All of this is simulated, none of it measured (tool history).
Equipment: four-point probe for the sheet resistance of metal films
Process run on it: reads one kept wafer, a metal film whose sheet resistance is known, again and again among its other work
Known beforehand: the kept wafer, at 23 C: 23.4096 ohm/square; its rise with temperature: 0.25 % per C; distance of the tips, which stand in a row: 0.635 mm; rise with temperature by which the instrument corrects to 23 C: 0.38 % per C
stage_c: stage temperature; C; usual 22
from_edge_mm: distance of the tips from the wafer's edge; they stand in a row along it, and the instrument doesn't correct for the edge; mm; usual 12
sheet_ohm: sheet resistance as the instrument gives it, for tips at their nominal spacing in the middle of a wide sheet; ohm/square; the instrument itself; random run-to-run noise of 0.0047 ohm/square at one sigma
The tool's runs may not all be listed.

run 1 hour=0 | stage_c=22 from_edge_mm=12 | sheet_ohm=23.432411
run 2 hour=22.7 | stage_c=22 from_edge_mm=12 | sheet_ohm=23.440459
run 3 hour=42.8 | stage_c=22 from_edge_mm=12 | sheet_ohm=23.441422
run 4 hour=59 | stage_c=22 from_edge_mm=12 | sheet_ohm=23.434799
run 5 hour=79.6 | stage_c=22 from_edge_mm=12 | sheet_ohm=23.438912
run 6 hour=104.1 | stage_c=22 from_edge_mm=12 | sheet_ohm=23.439985
run 7 hour=125.7 | stage_c=22 from_edge_mm=12 | sheet_ohm=23.437283
run 8 hour=145 | stage_c=22 from_edge_mm=12 | sheet_ohm=23.445708
run 9 hour=169.4 | stage_c=22 from_edge_mm=12 | sheet_ohm=23.447946
run 10 hour=196.3 | stage_c=22 from_edge_mm=12 | sheet_ohm=23.448838
run 11 hour=217.5 | stage_c=22 from_edge_mm=12 | sheet_ohm=23.44286
run 12 hour=232.2 | stage_c=22 from_edge_mm=3 | sheet_ohm=23.969864
run 13 hour=254.6 | stage_c=22 from_edge_mm=12 | sheet_ohm=23.446255
run 14 hour=270.5 | stage_c=22 from_edge_mm=12 | sheet_ohm=23.446479
run 15 hour=284.8 | stage_c=22 from_edge_mm=12 | sheet_ohm=23.452434
run 16 hour=306.1 | stage_c=22 from_edge_mm=12 | sheet_ohm=23.447103
run 17 hour=322.3 | stage_c=23 from_edge_mm=12 | sheet_ohm=23.418127
run 18 hour=351 | stage_c=23 from_edge_mm=12 | sheet_ohm=23.420533
run 19 hour=362.8 | stage_c=22 from_edge_mm=12 | sheet_ohm=23.44881
run 20 hour=381.5 | stage_c=20 from_edge_mm=12 | sheet_ohm=23.514852
run 21 hour=396.9 | stage_c=20 from_edge_mm=12 | sheet_ohm=23.510104
run 22 hour=423.4 | stage_c=20 from_edge_mm=12 | sheet_ohm=23.504768
run 23 hour=440.3 | stage_c=30 from_edge_mm=12 | sheet_ohm=23.231565
run 24 hour=460.8 | stage_c=30 from_edge_mm=12 | sheet_ohm=23.231871
run 25 hour=487.5 | stage_c=30 from_edge_mm=12 | sheet_ohm=23.230799
run 26 hour=514.6 | stage_c=22 from_edge_mm=13 | sheet_ohm=23.449981
run 27 hour=533.5 | stage_c=22 from_edge_mm=13 | sheet_ohm=23.452363
run 28 hour=552 | stage_c=31 from_edge_mm=6 | sheet_ohm=23.317265
run 29 hour=572.3 | stage_c=30 from_edge_mm=33 | sheet_ohm=23.209761
run 30 hour=590.7 | stage_c=28 from_edge_mm=4 | sheet_ohm=23.56851
run 31 hour=619.4 | stage_c=28 from_edge_mm=48 | sheet_ohm=23.263546
-- hour=622.5 stage's thermometer calibrated
run 32 hour=631.7 | stage_c=28 from_edge_mm=42 | sheet_ohm=23.268888
run 33 hour=659.3 | stage_c=28 from_edge_mm=42 | sheet_ohm=23.269803
run 34 hour=682.3 | stage_c=29 from_edge_mm=11 | sheet_ohm=23.278524
run 35 hour=694.1 | stage_c=29 from_edge_mm=11 | sheet_ohm=23.271382
-- hour=701.8 stage's thermometer calibrated, once more
run 36 hour=718.1 | stage_c=24 from_edge_mm=21 | sheet_ohm=23.36577
run 37 hour=744.5 | stage_c=24 from_edge_mm=21 | sheet_ohm=23.378652
run 38 hour=766.7 | stage_c=24 from_edge_mm=21 | sheet_ohm=23.366934
run 39 hour=782 | stage_c=26 from_edge_mm=8 | sheet_ohm=23.384781
run 40 hour=796.1 | stage_c=25 from_edge_mm=38 | sheet_ohm=23.341303
run 41 hour=824.1 | stage_c=24 from_edge_mm=50 | sheet_ohm=23.364417
run 42 hour=847.3 | stage_c=24 from_edge_mm=50 | sheet_ohm=23.361991
run 43 hour=868.5 | stage_c=22 from_edge_mm=12 | sheet_ohm=23.464974
run 44 hour=895.9 | stage_c=22 from_edge_mm=11 | sheet_ohm=23.467401

Below are 5 alternative next runs, each starting from the tool's condition after run 44. Predict each:
run A hour=919.7 | stage_c=20 from_edge_mm=55 | sheet_ohm=?
run B hour=919.7 | stage_c=27 from_edge_mm=7 | sheet_ohm=?
run C hour=919.7 | stage_c=34 from_edge_mm=22 | sheet_ohm=?
run D hour=919.7 | stage_c=34 from_edge_mm=53 | sheet_ohm=?
run E hour=919.7 | stage_c=18 from_edge_mm=4 | sheet_ohm=?

run=A sheet_ohm=23.483461
run=B sheet_ohm=23.390139
run=C sheet_ohm=23.111021
run=D sheet_ohm=23.097788
run=E sheet_ohm=23.86162
Without the tool's hidden state the same runs would have given:
run=A sheet_ohm=23.49639
run=B sheet_ohm=23.403066
run=C sheet_ohm=23.123852
run=D sheet_ohm=23.110613
run=E sheet_ohm=23.874724

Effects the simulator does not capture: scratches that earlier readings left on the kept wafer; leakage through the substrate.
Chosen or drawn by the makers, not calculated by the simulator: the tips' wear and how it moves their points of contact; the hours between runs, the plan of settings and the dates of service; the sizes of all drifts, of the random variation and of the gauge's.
